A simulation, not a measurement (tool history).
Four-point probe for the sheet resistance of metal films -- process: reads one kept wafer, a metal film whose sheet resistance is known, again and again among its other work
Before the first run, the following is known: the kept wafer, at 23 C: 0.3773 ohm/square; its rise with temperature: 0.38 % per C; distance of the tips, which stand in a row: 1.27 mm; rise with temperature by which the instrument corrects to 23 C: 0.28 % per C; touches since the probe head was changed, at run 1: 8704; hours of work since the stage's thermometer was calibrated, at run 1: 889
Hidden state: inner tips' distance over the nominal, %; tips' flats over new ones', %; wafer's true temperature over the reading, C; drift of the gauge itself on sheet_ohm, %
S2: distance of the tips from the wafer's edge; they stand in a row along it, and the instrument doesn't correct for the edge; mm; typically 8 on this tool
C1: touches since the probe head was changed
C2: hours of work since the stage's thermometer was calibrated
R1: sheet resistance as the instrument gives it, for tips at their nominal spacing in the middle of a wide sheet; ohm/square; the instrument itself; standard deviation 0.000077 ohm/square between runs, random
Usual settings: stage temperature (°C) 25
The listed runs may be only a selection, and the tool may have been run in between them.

{"run": 1, "hour": 0.0, "stage temperature (°C)": 25, "S2": 8, "C1": 8704, "C2": 889, "R1": 0.385278}
{"run": 2, "hour": 57.3, "stage temperature (°C)": 25, "S2": 8, "C1": 10501, "C2": 916, "R1": 0.385568}
{"run": 3, "hour": 110.2, "stage temperature (°C)": 25, "S2": 8, "C1": 12160, "C2": 940, "R1": 0.385654}
{"run": 4, "hour": 199.1, "stage temperature (°C)": 25, "S2": 8, "C1": 14949, "C2": 981, "R1": 0.385747}
{"run": 5, "hour": 243.6, "stage temperature (°C)": 25, "S2": 8, "C1": 16346, "C2": 1001, "R1": 0.385845}
{"run": 6, "hour": 331.4, "stage temperature (°C)": 19, "S2": 8, "C1": 19101, "C2": 1041, "R1": 0.383641}
{"run": 7, "hour": 395.8, "stage temperature (°C)": 19, "S2": 8, "C1": 21120, "C2": 1071, "R1": 0.383932}
{"run": 8, "hour": 489.4, "stage temperature (°C)": 25, "S2": 8, "C1": 24058, "C2": 1114, "R1": 0.386417}
{"run": 9, "hour": 531.0, "stage temperature (°C)": 25, "S2": 8, "C1": 25363, "C2": 1133, "R1": 0.386549}
{"run": 10, "hour": 614.9, "stage temperature (°C)": 25, "S2": 8, "C1": 27995, "C2": 1171, "R1": 0.386539}
{"run": 11, "hour": 691.9, "stage temperature (°C)": 28, "S2": 8, "C1": 30409, "C2": 1206, "R1": 0.38794}
{"run": 12, "hour": 750.4, "stage temperature (°C)": 25, "S2": 8, "C1": 32245, "C2": 1233, "R1": 0.387018}
{"run": 13, "hour": 819.5, "stage temperature (°C)": 25, "S2": 8, "C1": 34412, "C2": 1265, "R1": 0.38715}
{"run": 14, "hour": 879.1, "stage temperature (°C)": 25, "S2": 8, "C1": 36282, "C2": 1292, "R1": 0.387283}
{"hour": 891.2, "done": "stage's thermometer calibrated"}
{"run": 15, "hour": 964.8, "stage temperature (°C)": 21, "S2": 60, "C1": 38954, "C2": 34, "R1": 0.381041}
{"run": 16, "hour": 1030.5, "stage temperature (°C)": 23, "S2": 8, "C1": 41017, "C2": 64, "R1": 0.386931}
{"run": 17, "hour": 1094.2, "stage temperature (°C)": 24, "S2": 8, "C1": 43014, "C2": 93, "R1": 0.387243}
{"run": 18, "hour": 1158.1, "stage temperature (°C)": 24, "S2": 8, "C1": 45018, "C2": 122, "R1": 0.38761}
{"run": 19, "hour": 1214.6, "stage temperature (°C)": 26, "S2": 6, "C1": 46790, "C2": 148, "R1": 0.392286}
{"run": 20, "hour": 1283.9, "stage temperature (°C)": 19, "S2": 6, "C1": 48966, "C2": 180, "R1": 0.389773}
{"run": 21, "hour": 1372.8, "stage temperature (°C)": 34, "S2": 6, "C1": 51755, "C2": 221, "R1": 0.395898}
{"hour": 1453.3, "done": "stage's thermometer calibrated, once more"}
{"run": 22, "hour": 1455.2, "stage temperature (°C)": 22, "S2": 7, "C1": 54323, "C2": 1, "R1": 0.388697}
{"run": 23, "hour": 1498.2, "stage temperature (°C)": 22, "S2": 7, "C1": 55674, "C2": 21, "R1": 0.388736}
{"run": 24, "hour": 1557.1, "stage temperature (°C)": 21, "S2": 35, "C1": 57519, "C2": 48, "R1": 0.382024}
{"run": 25, "hour": 1637.2, "stage temperature (°C)": 21, "S2": 7, "C1": 60034, "C2": 84, "R1": 0.388661}
{"run": 26, "hour": 1679.6, "stage temperature (°C)": 25, "S2": 49, "C1": 61363, "C2": 104, "R1": 0.383833}
{"run": 27, "hour": 1725.7, "stage temperature (°C)": 22, "S2": 52, "C1": 62808, "C2": 125, "R1": 0.382848}
{"run": 28, "hour": 1775.4, "stage temperature (°C)": 18, "S2": 36, "C1": 64370, "C2": 148, "R1": 0.381425}

Predict each of these 4 candidate next runs independently; none follows another, all start after run 28:
{"run": "A", "hour": 1836.5, "stage temperature (°C)": 23, "S2": 36, "C1": 66284, "C2": 176, "R1": "?"}
{"run": "B", "hour": 1836.5, "stage temperature (°C)": 32, "S2": 69, "C1": 66284, "C2": 176, "R1": "?"}
{"run": "C", "hour": 1836.5, "stage temperature (°C)": 32, "S2": 57, "C1": 66284, "C2": 176, "R1": "?"}
{"run": "D", "hour": 1836.5, "stage temperature (°C)": 20, "S2": 9, "C1": 66284, "C2": 176, "R1": "?"}

run=A R1=0.38354
run=B R1=0.386847
run=C R1=0.386864
run=D R1=0.386385
Take away the tool's hidden state, keep each run's random variation, and the runs would have read:
run=A R1=0.377594
run=B R1=0.380853
run=C R1=0.38087
run=D R1=0.380399
